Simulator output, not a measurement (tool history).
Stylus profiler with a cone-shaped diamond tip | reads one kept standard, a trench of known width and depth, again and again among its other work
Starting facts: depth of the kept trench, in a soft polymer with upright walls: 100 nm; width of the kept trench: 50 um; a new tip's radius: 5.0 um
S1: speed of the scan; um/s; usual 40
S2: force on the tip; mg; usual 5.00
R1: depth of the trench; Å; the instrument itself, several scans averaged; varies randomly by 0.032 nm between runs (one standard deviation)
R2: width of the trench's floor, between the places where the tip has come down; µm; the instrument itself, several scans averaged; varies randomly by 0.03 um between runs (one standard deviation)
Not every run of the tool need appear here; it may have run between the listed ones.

run	hour	S1	S2	R1	R2
1	0.0	40	5.00	1012.9	47.19
2	17.4	40	5.00	1012.7	47.15
3	52.1	40	5.00	1013.3	47.11
4	73.9	40	5.00	1013.7	47.14
5	104.4	40	5.00	1013.5	47.06
6	121.4	40	5.00	1013.1	47.13
7	140.0	40	5.00	1012.8	47.10
8	155.9	40	5.00	1013.0	47.06
9	171.3	40	5.00	1013.0	47.03
10	193.3	40	3.75	1011.8	47.01
# hour 225.0: height scale calibrated on a step standard
11	227.1	40	3.75	1006.9	47.02
# hour 244.9: new tip fitted, height scale calibrated
12	255.7	40	8.64	1013.2	47.93
13	278.8	24	12.01	1016.8	48.01
14	302.2	25	10.88	1015.7	47.93
15	336.0	29	4.26	1009.0	47.93
16	372.4	29	4.26	1008.8	47.85
17	398.2	23	1.81	1005.3	47.80
18	423.6	99	3.88	1008.8	47.56
19	458.5	120	8.32	1013.7	47.56
20	476.9	79	2.19	1006.1	47.49

4 ways to go on from here, each from the tool as it stands after run 20. What would each give?
A	494.1	79	1.91	?	?
B	494.1	40	2.77	?	?
C	494.1	11	2.19	?	?
D	494.1	100	5.00	?	?

run	R1	R2
A	1005.8	47.49
B	1007.4	47.64
C	1006.2	47.85
D	1010.8	47.56
With the hidden condition removed and each run's random variation left untouched, the same runs would have given:
run	R1	R2
A	1004.5	47.61
B	1006.1	47.76
C	1004.9	47.97
D	1009.5	47.68

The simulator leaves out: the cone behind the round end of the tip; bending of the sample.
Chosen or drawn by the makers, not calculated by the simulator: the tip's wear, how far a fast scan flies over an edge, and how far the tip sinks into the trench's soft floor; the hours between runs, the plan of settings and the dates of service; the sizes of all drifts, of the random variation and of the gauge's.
